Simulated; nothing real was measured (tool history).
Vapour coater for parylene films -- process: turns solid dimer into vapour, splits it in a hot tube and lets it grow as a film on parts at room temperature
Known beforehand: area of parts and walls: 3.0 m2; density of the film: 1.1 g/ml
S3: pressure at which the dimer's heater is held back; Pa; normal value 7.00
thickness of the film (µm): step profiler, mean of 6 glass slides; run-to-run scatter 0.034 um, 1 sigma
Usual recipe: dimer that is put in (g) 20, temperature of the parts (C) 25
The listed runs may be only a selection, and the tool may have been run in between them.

{"run": 1, "hour": 0.0, "dimer that is put in (g)": 20, "temperature of the parts (C)": 25, "S3": 7.0, "thickness of the film (µm)": 3.34}
{"run": 2, "hour": 17.5, "dimer that is put in (g)": 20, "temperature of the parts (C)": 25, "S3": 7.0, "thickness of the film (µm)": 3.35}
{"run": 3, "hour": 42.1, "dimer that is put in (g)": 20, "temperature of the parts (C)": 25, "S3": 7.0, "thickness of the film (µm)": 3.37}
{"run": 4, "hour": 79.7, "dimer that is put in (g)": 20, "temperature of the parts (C)": 25, "S3": 7.0, "thickness of the film (µm)": 3.23}
{"run": 5, "hour": 100.6, "dimer that is put in (g)": 20, "temperature of the parts (C)": 25, "S3": 7.0, "thickness of the film (µm)": 3.3}
{"run": 6, "hour": 123.0, "dimer that is put in (g)": 35, "temperature of the parts (C)": 25, "S3": 7.0, "thickness of the film (µm)": 5.68}
{"run": 7, "hour": 158.1, "dimer that is put in (g)": 20, "temperature of the parts (C)": 27, "S3": 7.0, "thickness of the film (µm)": 2.97}
{"run": 8, "hour": 192.3, "dimer that is put in (g)": 20, "temperature of the parts (C)": 27, "S3": 7.0, "thickness of the film (µm)": 2.98}
{"run": 9, "hour": 227.6, "dimer that is put in (g)": 20, "temperature of the parts (C)": 27, "S3": 7.0, "thickness of the film (µm)": 2.92}
{"hour": 230.6, "done": "table's thermometer calibrated"}
{"run": 10, "hour": 248.9, "dimer that is put in (g)": 30, "temperature of the parts (C)": 19, "S3": 7.0, "thickness of the film (µm)": 5.71}
{"run": 11, "hour": 270.8, "dimer that is put in (g)": 30, "temperature of the parts (C)": 19, "S3": 7.0, "thickness of the film (µm)": 5.67}
{"run": 12, "hour": 289.2, "dimer that is put in (g)": 20, "temperature of the parts (C)": 37, "S3": 7.0, "thickness of the film (µm)": 1.98}
{"run": 13, "hour": 325.0, "dimer that is put in (g)": 20, "temperature of the parts (C)": 37, "S3": 7.0, "thickness of the film (µm)": 1.94}
{"run": 14, "hour": 357.9, "dimer that is put in (g)": 20, "temperature of the parts (C)": 37, "S3": 7.0, "thickness of the film (µm)": 1.98}
{"run": 15, "hour": 379.0, "dimer that is put in (g)": 22, "temperature of the parts (C)": 23, "S3": 7.0, "thickness of the film (µm)": 3.48}
{"hour": 386.6, "done": "table's thermometer calibrated, once more"}
{"run": 16, "hour": 402.7, "dimer that is put in (g)": 22, "temperature of the parts (C)": 23, "S3": 7.0, "thickness of the film (µm)": 3.49}

Forecast each of these 5 alternatives for the next run:
{"hour": 413.6, "done": "trap's valve overhauled"}
{"run": "A", "hour": 432.7, "dimer that is put in (g)": 13, "temperature of the parts (C)": 21, "S3": 7.0, "thickness of the film (µm)": "?"}
{"hour": 413.6, "done": "trap's valve overhauled"}
{"run": "B", "hour": 432.7, "dimer that is put in (g)": 10, "temperature of the parts (C)": 17, "S3": 2.38, "thickness of the film (µm)": "?"}
{"hour": 413.6, "done": "trap's valve overhauled"}
{"run": "C", "hour": 432.7, "dimer that is put in (g)": 30, "temperature of the parts (C)": 29, "S3": 2.48, "thickness of the film (µm)": "?"}
{"hour": 413.6, "done": "trap's valve overhauled"}
{"run": "D", "hour": 432.7, "dimer that is put in (g)": 22, "temperature of the parts (C)": 23, "S3": 2.77, "thickness of the film (µm)": "?"}
{"hour": 413.6, "done": "trap's valve overhauled"}
{"run": "E", "hour": 432.7, "dimer that is put in (g)": 15, "temperature of the parts (C)": 24, "S3": 8.33, "thickness of the film (µm)": "?"}

run=A thickness_of_the_film_(µm)=2.56
run=B thickness_of_the_film_(µm)=2.56
run=C thickness_of_the_film_(µm)=4.98
run=D thickness_of_the_film_(µm)=4.47
run=E thickness_of_the_film_(µm)=2.62
Without the tool's unlogged condition, the same runs would have read:
run=A thickness_of_the_film_(µm)=2.58
run=B thickness_of_the_film_(µm)=2.58
run=C thickness_of_the_film_(µm)=5.00
run=D thickness_of_the_film_(µm)=4.49
run=E thickness_of_the_film_(µm)=2.64
